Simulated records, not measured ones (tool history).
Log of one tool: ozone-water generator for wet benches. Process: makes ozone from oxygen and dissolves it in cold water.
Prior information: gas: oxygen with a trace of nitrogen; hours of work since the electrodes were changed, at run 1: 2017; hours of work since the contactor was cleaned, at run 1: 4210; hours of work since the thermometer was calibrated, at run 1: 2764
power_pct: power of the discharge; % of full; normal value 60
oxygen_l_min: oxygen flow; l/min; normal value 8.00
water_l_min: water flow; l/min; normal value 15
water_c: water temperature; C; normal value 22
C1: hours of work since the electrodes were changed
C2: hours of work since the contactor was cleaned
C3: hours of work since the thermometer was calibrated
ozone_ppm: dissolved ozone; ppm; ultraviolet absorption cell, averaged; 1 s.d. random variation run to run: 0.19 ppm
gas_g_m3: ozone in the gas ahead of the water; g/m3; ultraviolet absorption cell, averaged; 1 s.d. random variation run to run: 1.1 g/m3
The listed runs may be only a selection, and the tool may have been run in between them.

{"run": 1, "hour": 0.0, "power_pct": 60, "oxygen_l_min": 8.0, "water_l_min": 15, "water_c": 22, "C1": 2017, "C2": 4210, "C3": 2764, "ozone_ppm": 26.9, "gas_g_m3": 192.9}
{"run": 2, "hour": 152.9, "power_pct": 60, "oxygen_l_min": 8.0, "water_l_min": 15, "water_c": 22, "C1": 2143, "C2": 4336, "C3": 2889, "ozone_ppm": 26.6, "gas_g_m3": 192.4}
{"run": 3, "hour": 248.3, "power_pct": 60, "oxygen_l_min": 8.0, "water_l_min": 15, "water_c": 22, "C1": 2221, "C2": 4414, "C3": 2968, "ozone_ppm": 26.8, "gas_g_m3": 192.4}
{"run": 4, "hour": 396.0, "power_pct": 60, "oxygen_l_min": 8.0, "water_l_min": 20, "water_c": 22, "C1": 2342, "C2": 4536, "C3": 3089, "ozone_ppm": 21.4, "gas_g_m3": 192.5}
{"run": 5, "hour": 514.4, "power_pct": 41, "oxygen_l_min": 8.0, "water_l_min": 15, "water_c": 22, "C1": 2440, "C2": 4633, "C3": 3186, "ozone_ppm": 21.6, "gas_g_m3": 153.9}
{"run": 6, "hour": 674.7, "power_pct": 60, "oxygen_l_min": 8.0, "water_l_min": 15, "water_c": 17, "C1": 2571, "C2": 4765, "C3": 3318, "ozone_ppm": 29.4, "gas_g_m3": 189.7}
{"run": 7, "hour": 772.5, "power_pct": 60, "oxygen_l_min": 8.0, "water_l_min": 15, "water_c": 22, "C1": 2652, "C2": 4845, "C3": 3398, "ozone_ppm": 26.8, "gas_g_m3": 191.5}
{"run": 8, "hour": 848.9, "power_pct": 60, "oxygen_l_min": 8.0, "water_l_min": 15, "water_c": 22, "C1": 2714, "C2": 4908, "C3": 3461, "ozone_ppm": 27.0, "gas_g_m3": 191.2}
{"run": 9, "hour": 974.7, "power_pct": 60, "oxygen_l_min": 8.0, "water_l_min": 15, "water_c": 22, "C1": 2818, "C2": 5011, "C3": 3564, "ozone_ppm": 26.7, "gas_g_m3": 192.2}
{"run": 10, "hour": 1123.8, "power_pct": 60, "oxygen_l_min": 8.0, "water_l_min": 15, "water_c": 22, "C1": 2940, "C2": 5133, "C3": 3687, "ozone_ppm": 26.8, "gas_g_m3": 189.0}
{"run": 11, "hour": 1260.0, "power_pct": 60, "oxygen_l_min": 6.77, "water_l_min": 15, "water_c": 22, "C1": 3052, "C2": 5245, "C3": 3799, "ozone_ppm": 27.7, "gas_g_m3": 208.3}
{"run": 12, "hour": 1403.5, "power_pct": 63, "oxygen_l_min": 6.77, "water_l_min": 15, "water_c": 22, "C1": 3170, "C2": 5363, "C3": 3917, "ozone_ppm": 28.7, "gas_g_m3": 215.0}
{"run": 13, "hour": 1509.5, "power_pct": 63, "oxygen_l_min": 6.77, "water_l_min": 15, "water_c": 22, "C1": 3257, "C2": 5450, "C3": 4004, "ozone_ppm": 28.8, "gas_g_m3": 214.3}
{"run": 14, "hour": 1583.0, "power_pct": 60, "oxygen_l_min": 8.0, "water_l_min": 15, "water_c": 22, "C1": 3317, "C2": 5511, "C3": 4064, "ozone_ppm": 26.8, "gas_g_m3": 189.6}
{"run": 15, "hour": 1682.1, "power_pct": 60, "oxygen_l_min": 8.0, "water_l_min": 15, "water_c": 22, "C1": 3399, "C2": 5592, "C3": 4146, "ozone_ppm": 26.5, "gas_g_m3": 192.0}
{"run": 16, "hour": 1813.5, "power_pct": 60, "oxygen_l_min": 8.0, "water_l_min": 15, "water_c": 22, "C1": 3507, "C2": 5700, "C3": 4254, "ozone_ppm": 26.8, "gas_g_m3": 189.4}
{"hour": 1962.3, "done": "water thermometer calibrated"}
{"run": 17, "hour": 1962.3, "power_pct": 60, "oxygen_l_min": 8.0, "water_l_min": 15, "water_c": 22, "C1": 3629, "C2": 5822, "C3": 0, "ozone_ppm": 26.7, "gas_g_m3": 187.5}
{"run": 18, "hour": 2069.1, "power_pct": 60, "oxygen_l_min": 8.0, "water_l_min": 15, "water_c": 22, "C1": 3716, "C2": 5910, "C3": 88, "ozone_ppm": 26.7, "gas_g_m3": 189.9}
{"run": 19, "hour": 2190.3, "power_pct": 60, "oxygen_l_min": 8.0, "water_l_min": 15, "water_c": 25, "C1": 3816, "C2": 6009, "C3": 187, "ozone_ppm": 25.3, "gas_g_m3": 187.0}
{"run": 20, "hour": 2269.9, "power_pct": 60, "oxygen_l_min": 8.0, "water_l_min": 15, "water_c": 25, "C1": 3881, "C2": 6075, "C3": 253, "ozone_ppm": 25.0, "gas_g_m3": 189.0}
{"run": 21, "hour": 2386.0, "power_pct": 89, "oxygen_l_min": 4.41, "water_l_min": 9, "water_c": 15, "C1": 3977, "C2": 6170, "C3": 348, "ozone_ppm": 61.2, "gas_g_m3": 330.4}
{"run": 22, "hour": 2513.9, "power_pct": 60, "oxygen_l_min": 8.0, "water_l_min": 11, "water_c": 22, "C1": 4082, "C2": 6275, "C3": 453, "ozone_ppm": 32.6, "gas_g_m3": 188.4}
{"run": 23, "hour": 2620.9, "power_pct": 60, "oxygen_l_min": 8.0, "water_l_min": 12, "water_c": 22, "C1": 4170, "C2": 6363, "C3": 541, "ozone_ppm": 30.7, "gas_g_m3": 186.8}
{"hour": 2677.9, "done": "gauge calibrated"}
{"run": 24, "hour": 2697.7, "power_pct": 60, "oxygen_l_min": 4.69, "water_l_min": 10, "water_c": 22, "C1": 4233, "C2": 6426, "C3": 604, "ozone_ppm": 39.4, "gas_g_m3": 260.5}
{"run": 25, "hour": 2820.7, "power_pct": 40, "oxygen_l_min": 4.73, "water_l_min": 10, "water_c": 22, "C1": 4334, "C2": 6527, "C3": 705, "ozone_ppm": 31.0, "gas_g_m3": 207.2}
{"run": 26, "hour": 2956.8, "power_pct": 76, "oxygen_l_min": 9.24, "water_l_min": 12, "water_c": 21, "C1": 4446, "C2": 6639, "C3": 817, "ozone_ppm": 34.7, "gas_g_m3": 202.8}
{"run": 27, "hour": 3114.5, "power_pct": 76, "oxygen_l_min": 13.94, "water_l_min": 15, "water_c": 21, "C1": 4575, "C2": 6768, "C3": 947, "ozone_ppm": 26.7, "gas_g_m3": 158.6}
{"run": 28, "hour": 3258.8, "power_pct": 76, "oxygen_l_min": 6.61, "water_l_min": 14, "water_c": 21, "C1": 4694, "C2": 6887, "C3": 1065, "ozone_ppm": 34.1, "gas_g_m3": 244.8}
{"run": 29, "hour": 3353.6, "power_pct": 57, "oxygen_l_min": 7.01, "water_l_min": 19, "water_c": 21, "C1": 4772, "C2": 6965, "C3": 1143, "ozone_ppm": 22.8, "gas_g_m3": 200.7}
{"run": 30, "hour": 3431.6, "power_pct": 57, "oxygen_l_min": 7.01, "water_l_min": 19, "water_c": 21, "C1": 4836, "C2": 7029, "C3": 1207, "ozone_ppm": 22.7, "gas_g_m3": 199.8}
{"run": 31, "hour": 3518.7, "power_pct": 60, "oxygen_l_min": 8.0, "water_l_min": 15, "water_c": 23, "C1": 4907, "C2": 7101, "C3": 1279, "ozone_ppm": 25.9, "gas_g_m3": 192.6}
{"run": 32, "hour": 3664.0, "power_pct": 60, "oxygen_l_min": 8.0, "water_l_min": 15, "water_c": 23, "C1": 5027, "C2": 7220, "C3": 1398, "ozone_ppm": 26.2, "gas_g_m3": 192.6}
{"run": 33, "hour": 3735.7, "power_pct": 41, "oxygen_l_min": 6.71, "water_l_min": 15, "water_c": 14, "C1": 5086, "C2": 7279, "C3": 1457, "ozone_ppm": 26.3, "gas_g_m3": 171.2}

The logged runs with the hidden state left out (each run's random variation unchanged):
What the log doesn't record here: yield of the discharge, % of new electrodes'; contactor's efficiency, % of a clean one's; true water temperature over the reading, C; drift of the gauge itself on ozone_ppm, %; drift of the gauge itself on gas_g_m3, %.
run=1 gas_g_m3=192.9
run=2 gas_g_m3=192.8
run=3 gas_g_m3=193.0
run=4 gas_g_m3=193.4
run=5 gas_g_m3=154.8
run=6 gas_g_m3=191.1
run=7 gas_g_m3=193.2
run=8 gas_g_m3=193.1
run=9 gas_g_m3=194.4
run=10 gas_g_m3=191.4
run=11 gas_g_m3=211.3
run=12 gas_g_m3=218.5
run=13 gas_g_m3=218.0
run=14 gas_g_m3=193.0
run=15 gas_g_m3=195.7
run=16 gas_g_m3=193.3
run=17 gas_g_m3=191.7
run=18 gas_g_m3=194.4
run=19 gas_g_m3=191.6
run=20 gas_g_m3=193.9
run=21 gas_g_m3=339.5
run=22 gas_g_m3=193.7
run=23 gas_g_m3=192.4
run=24 gas_g_m3=260.8
run=25 gas_g_m3=207.6
run=26 gas_g_m3=203.7
run=27 gas_g_m3=159.6
run=28 gas_g_m3=246.6
run=29 gas_g_m3=202.3
run=30 gas_g_m3=201.7
run=31 gas_g_m3=194.6
run=32 gas_g_m3=194.9
run=33 gas_g_m3=173.3
ozone_ppm: at most 0.1 ppm away from the measurement, every run.
